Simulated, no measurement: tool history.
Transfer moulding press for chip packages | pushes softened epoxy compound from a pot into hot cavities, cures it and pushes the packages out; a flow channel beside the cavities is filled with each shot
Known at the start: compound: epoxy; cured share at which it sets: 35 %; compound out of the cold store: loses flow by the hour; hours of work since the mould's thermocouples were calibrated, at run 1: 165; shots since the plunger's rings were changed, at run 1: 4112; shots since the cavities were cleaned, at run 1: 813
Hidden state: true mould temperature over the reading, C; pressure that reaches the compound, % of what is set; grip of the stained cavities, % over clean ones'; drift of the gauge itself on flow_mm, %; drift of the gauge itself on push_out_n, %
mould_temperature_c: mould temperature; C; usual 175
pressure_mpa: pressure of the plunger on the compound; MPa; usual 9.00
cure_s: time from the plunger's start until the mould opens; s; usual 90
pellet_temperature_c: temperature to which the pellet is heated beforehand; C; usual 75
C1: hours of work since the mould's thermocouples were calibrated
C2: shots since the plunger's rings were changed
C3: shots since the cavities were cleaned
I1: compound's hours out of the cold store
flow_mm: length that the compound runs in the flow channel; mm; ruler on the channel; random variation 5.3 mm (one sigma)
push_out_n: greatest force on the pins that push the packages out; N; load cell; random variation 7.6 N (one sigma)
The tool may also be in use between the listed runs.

run 1 hour=0.0 | mould_temperature_c=175 pressure_mpa=9.00 cure_s=90 pellet_temperature_c=75 | C1=165 C2=4112 C3=813 | I1=23.8 | flow_mm=552 push_out_n=723
-- hour=9.6 cavities cleaned with cleaning compound and waxed
run 2 hour=10.5 | mould_temperature_c=175 pressure_mpa=9.00 cure_s=90 pellet_temperature_c=75 | C1=170 C2=4211 C3=10 | I1=9.3 | flow_mm=589 push_out_n=974
run 3 hour=15.5 | mould_temperature_c=175 pressure_mpa=9.00 cure_s=90 pellet_temperature_c=75 | C1=172 C2=4265 C3=64 | I1=41.1 | flow_mm=509 push_out_n=862
run 4 hour=21.5 | mould_temperature_c=175 pressure_mpa=9.00 cure_s=90 pellet_temperature_c=75 | C1=175 C2=4332 C3=131 | I1=29.5 | flow_mm=538 push_out_n=841
-- hour=27.7 cavities cleaned with cleaning compound and waxed, once more
run 5 hour=30.9 | mould_temperature_c=175 pressure_mpa=9.00 cure_s=90 pellet_temperature_c=75 | C1=179 C2=4419 C3=36 | I1=10.9 | flow_mm=591 push_out_n=396
run 6 hour=37.8 | mould_temperature_c=175 pressure_mpa=9.00 cure_s=90 pellet_temperature_c=75 | C1=183 C2=4494 C3=111 | I1=8.2 | flow_mm=597 push_out_n=463
run 7 hour=47.5 | mould_temperature_c=177 pressure_mpa=9.00 cure_s=90 pellet_temperature_c=75 | C1=187 C2=4601 C3=218 | I1=20.3 | flow_mm=544 push_out_n=459
run 8 hour=55.2 | mould_temperature_c=177 pressure_mpa=9.00 cure_s=90 pellet_temperature_c=75 | C1=191 C2=4686 C3=303 | I1=34.2 | flow_mm=527 push_out_n=497
run 9 hour=61.2 | mould_temperature_c=177 pressure_mpa=9.00 cure_s=90 pellet_temperature_c=75 | C1=194 C2=4752 C3=369 | I1=22.1 | flow_mm=548 push_out_n=499
run 10 hour=71.5 | mould_temperature_c=169 pressure_mpa=9.00 cure_s=90 pellet_temperature_c=75 | C1=200 C2=4865 C3=482 | I1=29.1 | flow_mm=544 push_out_n=1010
run 11 hour=81.3 | mould_temperature_c=169 pressure_mpa=9.00 cure_s=90 pellet_temperature_c=75 | C1=205 C2=4973 C3=590 | I1=14.4 | flow_mm=574 push_out_n=1124
run 12 hour=87.8 | mould_temperature_c=169 pressure_mpa=9.67 cure_s=116 pellet_temperature_c=75 | C1=208 C2=5045 C3=662 | I1=33.6 | flow_mm=549 push_out_n=610
run 13 hour=99.0 | mould_temperature_c=169 pressure_mpa=7.06 cure_s=116 pellet_temperature_c=85 | C1=213 C2=5168 C3=785 | I1=45.3 | flow_mm=458 push_out_n=611
run 14 hour=106.0 | mould_temperature_c=179 pressure_mpa=9.41 cure_s=90 pellet_temperature_c=75 | C1=217 C2=5244 C3=861 | I1=15.4 | flow_mm=556 push_out_n=572
-- hour=111.1 cavities cleaned with cleaning compound and waxed
run 15 hour=117.5 | mould_temperature_c=179 pressure_mpa=9.41 cure_s=90 pellet_temperature_c=75 | C1=222 C2=5355 C3=70 | I1=21.9 | flow_mm=545 push_out_n=316
run 16 hour=127.6 | mould_temperature_c=181 pressure_mpa=6.92 cure_s=105 pellet_temperature_c=67 | C1=227 C2=5466 C3=181 | I1=29.7 | flow_mm=446 push_out_n=319

4 ways to go on from here, each from the tool as it stands after run 16. What would each give?
run A hour=137.7 | mould_temperature_c=175 pressure_mpa=9.00 cure_s=122 pellet_temperature_c=75 | C1=232 C2=5577 C3=292 | I1=13.4 | flow_mm=? push_out_n=?
run B hour=137.7 | mould_temperature_c=182 pressure_mpa=9.00 cure_s=104 pellet_temperature_c=75 | C1=232 C2=5577 C3=292 | I1=32.8 | flow_mm=? push_out_n=?
run C hour=137.7 | mould_temperature_c=167 pressure_mpa=8.71 cure_s=102 pellet_temperature_c=67 | C1=232 C2=5577 C3=292 | I1=33.0 | flow_mm=? push_out_n=?
run D hour=137.7 | mould_temperature_c=182 pressure_mpa=7.21 cure_s=90 pellet_temperature_c=77 | C1=232 C2=5577 C3=292 | I1=25.0 | flow_mm=? push_out_n=?

run=A flow_mm=556 push_out_n=373
run=B flow_mm=502 push_out_n=368
run=C flow_mm=522 push_out_n=794
run=D flow_mm=461 push_out_n=398
Without the tool's hidden state the same runs would have given:
run=A flow_mm=624 push_out_n=225
run=B flow_mm=565 push_out_n=223
run=C flow_mm=587 push_out_n=491
run=D flow_mm=520 push_out_n=246
